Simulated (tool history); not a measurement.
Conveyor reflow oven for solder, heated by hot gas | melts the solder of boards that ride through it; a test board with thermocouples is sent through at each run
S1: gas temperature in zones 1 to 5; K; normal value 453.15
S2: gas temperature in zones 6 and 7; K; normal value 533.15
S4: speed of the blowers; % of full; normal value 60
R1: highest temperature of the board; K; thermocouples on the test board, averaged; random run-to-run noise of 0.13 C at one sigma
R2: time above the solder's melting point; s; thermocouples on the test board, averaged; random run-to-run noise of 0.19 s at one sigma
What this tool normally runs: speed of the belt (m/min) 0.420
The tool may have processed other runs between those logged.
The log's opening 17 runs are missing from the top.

Run 18, day 5.917: usual settings but S1 466.15 K, S2 546.15 K, speed of the belt (m/min) 0.480, S4 69 % of full. Result: R1 531.25 K, R2 66.6 s.
Run 19, day 6.367: usual settings but S1 449.15 K, S2 540.15 K, speed of the belt (m/min) 0.355, S4 88 % of full. Result: R1 534.25 K, R2 87.4 s.
Run 20, day 6.617: usual settings but S1 449.15 K, S2 543.15 K, speed of the belt (m/min) 0.463, S4 84 % of full. Result: R1 530.55 K, R2 63.1 s.
Run 21, day 6.908: usual settings but S2 535.15 K, S4 74 % of full. Result: R1 524.35 K, R2 67.3 s.
Run 22, day 7.179: usual settings but S2 535.15 K, S4 74 % of full. Result: R1 524.45 K, R2 66.8 s.
Run 23, day 7.458: usual settings but S1 451.15 K, S2 529.15 K, speed of the belt (m/min) 0.441, S4 70 % of full. Result: R1 516.15 K, R2 55.5 s.
Run 24, day 7.846: usual settings but S1 446.15 K, speed of the belt (m/min) 0.453, S4 85 % of full. Result: R1 522.05 K, R2 58.1 s.
Run 25, day 8.196: usual settings but S1 441.15 K, S2 532.15 K, speed of the belt (m/min) 0.453, S4 80 % of full. Result: R1 519.45 K, R2 53.6 s.
Run 26, day 8.512: usual settings but S1 441.15 K, S2 532.15 K, speed of the belt (m/min) 0.453, S4 80 % of full. Result: R1 519.55 K, R2 53.7 s.
Run 27, day 8.788: usual settings but S1 441.15 K, S2 532.15 K, speed of the belt (m/min) 0.453, S4 80 % of full. Result: R1 519.25 K, R2 53.5 s.
Run 28, day 9.246: usual settings but S4 52 % of full. Result: R1 516.05 K, R2 56.2 s.
Run 29, day 9.717: usual settings but S2 548.15 K, speed of the belt (m/min) 0.356. Result: R1 536.75 K, R2 88.6 s.
Run 30, day 10.029: usual settings but S1 458.15 K, S2 534.15 K, speed of the belt (m/min) 0.356. Result: R1 524.35 K, R2 82.5 s.

Predict each of these 5 candidate next runs independently; none follows another, all start after run 30:
Run A, day 10.429: usual settings but S1 459.15 K, S4 58 % of full. Result: R1 ?, R2 ?.
Run B, day 10.429: usual settings but speed of the belt (m/min) 0.450, S4 55 % of full. Result: R1 ?, R2 ?.
Run C, day 10.429: usual settings but S1 462.15 K, S2 523.15 K, S4 85 % of full. Result: R1 ?, R2 ?.
Run D, day 10.429: usual settings but S1 456.15 K, speed of the belt (m/min) 0.400, S4 51 % of full. Result: R1 ?, R2 ?.
Run E, day 10.429: usual settings but S1 446.15 K. Result: R1 ?, R2 ?.

run      R1    R2
  A  519.15  64.2
  B  514.75  51.2
  C  516.55  66.7
  D  517.65  63.2
  E  517.35  56.6
Had the tool no hidden state, the same runs would have come out as:
run      R1    R2
  A  519.05  64.1
  B  514.75  51.2
  C  516.45  66.7
  D  517.65  63.2
  E  517.25  56.5

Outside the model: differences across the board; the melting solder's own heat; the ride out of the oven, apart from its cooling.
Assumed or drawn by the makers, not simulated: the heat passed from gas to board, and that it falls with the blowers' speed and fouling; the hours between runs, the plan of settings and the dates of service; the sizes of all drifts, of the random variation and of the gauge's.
